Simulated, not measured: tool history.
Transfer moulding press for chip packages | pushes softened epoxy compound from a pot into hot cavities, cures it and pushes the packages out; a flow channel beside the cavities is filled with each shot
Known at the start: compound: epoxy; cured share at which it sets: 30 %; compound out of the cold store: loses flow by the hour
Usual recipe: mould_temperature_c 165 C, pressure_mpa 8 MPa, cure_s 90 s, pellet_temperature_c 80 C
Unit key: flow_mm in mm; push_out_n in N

run	hour	mould_temperature_c	pressure_mpa	cure_s	pellet_temperature_c	incoming compound's hours out of the cold store	flow_mm	push_out_n
1	0	165	8	90	80	26.1	938	351
2	20	165	8.07	90	80	19.6	988	389
# hour 34.9: cavities cleaned with cleaning compound and waxed
3	59.8	165	8.07	128	80	22.7	947	274
4	79.9	165	8.07	128	82	15.4	995	285
5	98.3	165	8.07	128	82	8.7	1033	323
# hour 106.7: cavities cleaned with cleaning compound and waxed
6	124.6	165	8	90	80	46.6	806	316
7	153	165	8	90	80	36.6	848	381
# hour 178.6: cavities cleaned with cleaning compound and waxed
8	182.8	165	8	90	80	25.1	917	298
# hour 209.1: plunger's sealing rings changed
9	210.4	165	8	90	80	12.8	1043	362
10	232.8	165	8	90	80	34.8	904	367
# hour 252.8: cavities cleaned with cleaning compound and waxed
11	260.8	165	8	90	80	35.9	908	292
# hour 291.8: mould's thermocouples calibrated
12	294.2	165	8	72	80	22.5	967	582
# hour 325: cavities cleaned with cleaning compound and waxed
13	336.9	165	8.7	72	80	17.3	1031	506
14	363.2	165	8.7	72	80	18.9	1026	599
# hour 394.4: cavities cleaned with cleaning compound and waxed
15	398.1	170	9.7	92	73	24.3	1043	250
16	427.8	166	8	107	80	15.4	1005	312
# hour 451.3: mould's thermocouples calibrated, once more
# hour 467.3: cavities cleaned with cleaning compound and waxed
17	472.6	164	9.32	105	80	39.7	924	251
18	491.5	170	8	92	80	17.9	962	313
19	526.4	170	8	97	80	32.1	852	330
# hour 538.5: cavities cleaned with cleaning compound and waxed
20	566.3	170	8	97	80	21.1	915	309
# hour 577.9: plunger's sealing rings changed
# hour 610.3: cavities cleaned with cleaning compound and waxed
21	610.3	170	8	97	80	37.7	864	239
22	645	170	8	97	80	44.9	815	310
# hour 680.8: cavities cleaned with cleaning compound and waxed
23	682	165	8	119	80	44.1	841	232
24	702.9	170	8	90	80	39.9	849	292
25	723.9	170	7.67	124	80	12.8	991	307
# hour 751.6: cavities cleaned with cleaning compound and waxed
26	754.4	165	6.02	81	80	19.9	856	350
27	795.4	165	9.32	119	86	35.1	962	327

Pick out some run-to-run changes in flow_mm. Of each, how much would a tool without hidden state show as well, from the settings, what came in and chance, and how much is left for the hidden state and any gauge scatter not in both results compared?
Unlogged tool condition in this case: true mould temperature over the reading, C; pressure that reaches the compound, % of what is set; grip of the stained cavities, % over clean ones'; drift of the gauge itself on flow_mm, %; drift of the gauge itself on push_out_n, %.
Run 5 -> 6: pressure_mpa 8.07 -> 8, cure_s 128 -> 90, pellet_temperature_c 82 -> 80, cavities cleaned with cleaning compound and waxed. flow_mm -227 mm: hidden state +7, all else -234.
Run 8 -> 9: plunger's sealing rings changed. flow_mm +126 mm: hidden state +59, all else +67.
Run 20 -> 21: plunger's sealing rings changed, cavities cleaned with cleaning compound and waxed. flow_mm -51 mm: hidden state +55, all else -106.
Run 24 -> 25: pressure_mpa 8 -> 7.67, cure_s 90 -> 124. flow_mm +142 mm: hidden state -7, all else +149.
